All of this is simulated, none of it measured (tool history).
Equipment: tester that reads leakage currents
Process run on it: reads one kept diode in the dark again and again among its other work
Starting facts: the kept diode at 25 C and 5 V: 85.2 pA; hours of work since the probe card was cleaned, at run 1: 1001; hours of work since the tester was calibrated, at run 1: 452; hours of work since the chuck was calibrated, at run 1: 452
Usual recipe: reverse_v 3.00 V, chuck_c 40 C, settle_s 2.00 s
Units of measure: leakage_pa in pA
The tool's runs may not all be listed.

| run | hour | reverse_v | chuck_c | settle_s | hours of work since the probe card was cleaned | hours of work since the tester was calibrated | hours of work since the chuck was calibrated | leakage_pa |
|---|---|---|---|---|---|---|---|---|
| 1 | 0.0 | 3.00 | 40 | 2.00 | 1001 | 452 | 452 | 191.15 |
| 2 | 128.4 | 3.00 | 59 | 2.00 | 1083 | 534 | 534 | 656.27 |
| 3 | 276.5 | 3.00 | 59 | 2.00 | 1178 | 628 | 628 | 653.57 |
| 4 | 401.6 | 3.00 | 59 | 2.00 | 1257 | 708 | 708 | 652.06 |
| 5 | 611.0 | 3.00 | 59 | 2.00 | 1391 | 841 | 841 | 654.31 |
|  | 698.0 | chuck's temperature calibrated |
| 6 | 738.2 | 18.16 | 40 | 2.00 | 1471 | 921 | 26 | 504.45 |
| 7 | 904.8 | 18.16 | 40 | 2.00 | 1577 | 1027 | 132 | 505.46 |
| 8 | 1025.3 | 6.82 | 39 | 1.38 | 1654 | 1104 | 209 | 278.89 |
| 9 | 1233.0 | 3.00 | 33 | 2.00 | 1786 | 1236 | 341 | 117.86 |
| 10 | 1440.1 | 2.96 | 40 | 2.00 | 1918 | 1368 | 473 | 190.35 |
| 11 | 1580.2 | 2.96 | 40 | 2.00 | 2007 | 1458 | 562 | 190.67 |

Measured result minus the same run's result without the hidden state. Both carry the same run-to-run variation, though not necessarily the same gauge scatter:
Hidden state at play: stray current of the dirty probe card, pA a volt; current scale over the true one, %; true chuck temperature over the reading, C; drift of the gauge itself on leakage_pa, %.
| run | leakage_pa |
|---|---|
| 1 | -0.14 |
| 2 | -0.67 |
| 3 | -0.79 |
| 4 | -0.88 |
| 5 | -1.04 |
| 6 | +0.49 |
| 7 | +0.43 |
| 8 | +0.11 |
| 9 | +0.02 |
| 10 | -0.08 |
| 11 | -0.11 |
